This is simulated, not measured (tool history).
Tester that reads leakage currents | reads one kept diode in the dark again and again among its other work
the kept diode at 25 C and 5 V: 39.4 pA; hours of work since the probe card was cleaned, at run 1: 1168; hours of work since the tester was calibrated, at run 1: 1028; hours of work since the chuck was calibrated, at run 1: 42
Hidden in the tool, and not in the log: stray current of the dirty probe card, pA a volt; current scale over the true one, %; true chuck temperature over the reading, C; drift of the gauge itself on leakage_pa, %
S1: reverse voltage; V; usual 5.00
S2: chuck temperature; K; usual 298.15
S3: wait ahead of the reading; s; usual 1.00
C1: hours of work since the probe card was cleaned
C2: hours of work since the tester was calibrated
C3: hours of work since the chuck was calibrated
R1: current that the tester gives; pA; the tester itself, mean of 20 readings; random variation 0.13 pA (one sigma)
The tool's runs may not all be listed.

{"run": 1, "hour": 0.0, "S1": 5.0, "S2": 298.15, "S3": 1.0, "C1": 1168, "C2": 1028, "C3": 42, "R1": 43.78}
{"run": 2, "hour": 41.5, "S1": 1.35, "S2": 298.15, "S3": 1.0, "C1": 1194, "C2": 1054, "C3": 68, "R1": 26.11}
{"run": 3, "hour": 80.9, "S1": 1.35, "S2": 298.15, "S3": 1.0, "C1": 1218, "C2": 1079, "C3": 93, "R1": 25.93}
{"run": 4, "hour": 133.2, "S1": 1.35, "S2": 298.15, "S3": 1.0, "C1": 1251, "C2": 1111, "C3": 125, "R1": 25.98}
{"run": 5, "hour": 174.8, "S1": 5.0, "S2": 298.15, "S3": 1.0, "C1": 1277, "C2": 1137, "C3": 151, "R1": 43.87}
{"run": 6, "hour": 228.5, "S1": 5.0, "S2": 298.15, "S3": 0.33, "C1": 1310, "C2": 1170, "C3": 184, "R1": 46.33}
{"run": 7, "hour": 281.2, "S1": 5.0, "S2": 298.15, "S3": 1.0, "C1": 1343, "C2": 1203, "C3": 217, "R1": 43.7}
{"run": 8, "hour": 333.0, "S1": 5.0, "S2": 298.15, "S3": 1.0, "C1": 1375, "C2": 1235, "C3": 249, "R1": 43.9}
{"run": 9, "hour": 362.0, "S1": 5.0, "S2": 298.15, "S3": 1.0, "C1": 1393, "C2": 1253, "C3": 267, "R1": 44.01}
{"run": 10, "hour": 396.3, "S1": 5.0, "S2": 298.15, "S3": 1.0, "C1": 1415, "C2": 1275, "C3": 289, "R1": 43.63}
{"run": 11, "hour": 421.7, "S1": 5.0, "S2": 298.15, "S3": 1.0, "C1": 1430, "C2": 1291, "C3": 305, "R1": 43.76}
{"run": 12, "hour": 444.7, "S1": 5.0, "S2": 298.15, "S3": 1.0, "C1": 1445, "C2": 1305, "C3": 319, "R1": 43.63}
{"run": 13, "hour": 477.5, "S1": 5.0, "S2": 298.15, "S3": 6.43, "C1": 1465, "C2": 1325, "C3": 339, "R1": 42.67}
{"run": 14, "hour": 524.2, "S1": 3.94, "S2": 298.15, "S3": 1.0, "C1": 1494, "C2": 1354, "C3": 368, "R1": 39.57}
{"run": 15, "hour": 552.4, "S1": 3.94, "S2": 298.15, "S3": 1.0, "C1": 1512, "C2": 1372, "C3": 386, "R1": 39.55}
{"run": 16, "hour": 592.5, "S1": 3.94, "S2": 298.15, "S3": 1.0, "C1": 1537, "C2": 1397, "C3": 411, "R1": 39.55}
{"run": 17, "hour": 634.2, "S1": 3.94, "S2": 298.15, "S3": 1.0, "C1": 1563, "C2": 1423, "C3": 437, "R1": 39.5}
{"run": 18, "hour": 679.5, "S1": 3.94, "S2": 298.15, "S3": 1.0, "C1": 1591, "C2": 1451, "C3": 465, "R1": 39.53}
{"run": 19, "hour": 730.1, "S1": 3.94, "S2": 298.15, "S3": 1.0, "C1": 1622, "C2": 1482, "C3": 496, "R1": 39.61}
{"run": 20, "hour": 767.6, "S1": 12.46, "S2": 298.15, "S3": 1.0, "C1": 1646, "C2": 1506, "C3": 520, "R1": 66.87}
{"run": 21, "hour": 816.9, "S1": 11.26, "S2": 320.15, "S3": 3.41, "C1": 1676, "C2": 1536, "C3": 550, "R1": 246.24}
{"run": 22, "hour": 868.0, "S1": 1.09, "S2": 298.15, "S3": 2.27, "C1": 1708, "C2": 1568, "C3": 582, "R1": 23.42}
{"run": 23, "hour": 923.8, "S1": 1.09, "S2": 298.15, "S3": 2.27, "C1": 1743, "C2": 1603, "C3": 617, "R1": 23.39}
{"run": 24, "hour": 964.6, "S1": 1.09, "S2": 298.15, "S3": 2.27, "C1": 1768, "C2": 1628, "C3": 642, "R1": 23.42}
{"run": 25, "hour": 1000.5, "S1": 1.09, "S2": 319.15, "S3": 2.31, "C1": 1790, "C2": 1651, "C3": 665, "R1": 98.55}
{"run": 26, "hour": 1049.7, "S1": 5.0, "S2": 329.15, "S3": 1.35, "C1": 1821, "C2": 1681, "C3": 695, "R1": 317.58}
{"run": 27, "hour": 1072.9, "S1": 1.45, "S2": 298.15, "S3": 7.09, "C1": 1836, "C2": 1696, "C3": 710, "R1": 26.03}
{"run": 28, "hour": 1121.1, "S1": 3.99, "S2": 317.15, "S3": 0.53, "C1": 1866, "C2": 1726, "C3": 740, "R1": 139.46}
{"run": 29, "hour": 1159.1, "S1": 3.99, "S2": 317.15, "S3": 1.58, "C1": 1889, "C2": 1749, "C3": 763, "R1": 138.01}
{"run": 30, "hour": 1209.4, "S1": 2.45, "S2": 317.15, "S3": 7.78, "C1": 1920, "C2": 1781, "C3": 795, "R1": 114.93}
{"run": 31, "hour": 1235.6, "S1": 3.95, "S2": 324.15, "S3": 6.12, "C1": 1937, "C2": 1797, "C3": 811, "R1": 212.57}
{"run": 32, "hour": 1284.5, "S1": 7.09, "S2": 298.15, "S3": 0.86, "C1": 1967, "C2": 1827, "C3": 841, "R1": 51.8}
{"run": 33, "hour": 1313.1, "S1": 3.57, "S2": 298.15, "S3": 0.86, "C1": 1985, "C2": 1845, "C3": 859, "R1": 37.91}
{"run": 34, "hour": 1350.4, "S1": 3.57, "S2": 298.15, "S3": 0.86, "C1": 2008, "C2": 1868, "C3": 882, "R1": 37.91}
{"run": 35, "hour": 1404.2, "S1": 6.86, "S2": 324.15, "S3": 0.86, "C1": 2042, "C2": 1902, "C3": 916, "R1": 260.45}
{"run": 36, "hour": 1440.7, "S1": 5.0, "S2": 298.15, "S3": 0.57, "C1": 2064, "C2": 1924, "C3": 939, "R1": 44.67}
{"run": 37, "hour": 1489.1, "S1": 1.99, "S2": 298.15, "S3": 2.83, "C1": 2094, "C2": 1955, "C3": 969, "R1": 29.33}
{"run": 38, "hour": 1523.2, "S1": 1.99, "S2": 298.15, "S3": 2.83, "C1": 2116, "C2": 1976, "C3": 990, "R1": 29.15}
{"run": 39, "hour": 1564.1, "S1": 2.02, "S2": 295.15, "S3": 7.32, "C1": 2141, "C2": 2001, "C3": 1015, "R1": 23.74}

Some steps in R1 between neighbouring runs. How much of each would the tool show without its hidden state too (settings, what came in, random variation), and how much is left for the hidden state, with any gauge scatter that isn't in both results?
Run 21 -> 22: S1 11.26 -> 1.09, S2 320.15 -> 298.15, S3 3.41 -> 2.27. R1 -222.82 pA: hidden state -1.83, all else -220.99.
Run 26 -> 27: S1 5.00 -> 1.45, S2 329.15 -> 298.15, S3 1.35 -> 7.09. R1 -291.55 pA: hidden state +8.35, all else -299.90.
Run 31 -> 32: S1 3.95 -> 7.09, S2 324.15 -> 298.15, S3 6.12 -> 0.86. R1 -160.77 pA: hidden state +11.25, all else -172.02.
Run 34 -> 35: S1 3.57 -> 6.86, S2 298.15 -> 324.15. R1 +222.54 pA: hidden state -8.58, all else +231.12.
Run 35 -> 36: S1 6.86 -> 5.00, S2 324.15 -> 298.15, S3 0.86 -> 0.57. R1 -215.78 pA: hidden state +9.82, all else -225.60.

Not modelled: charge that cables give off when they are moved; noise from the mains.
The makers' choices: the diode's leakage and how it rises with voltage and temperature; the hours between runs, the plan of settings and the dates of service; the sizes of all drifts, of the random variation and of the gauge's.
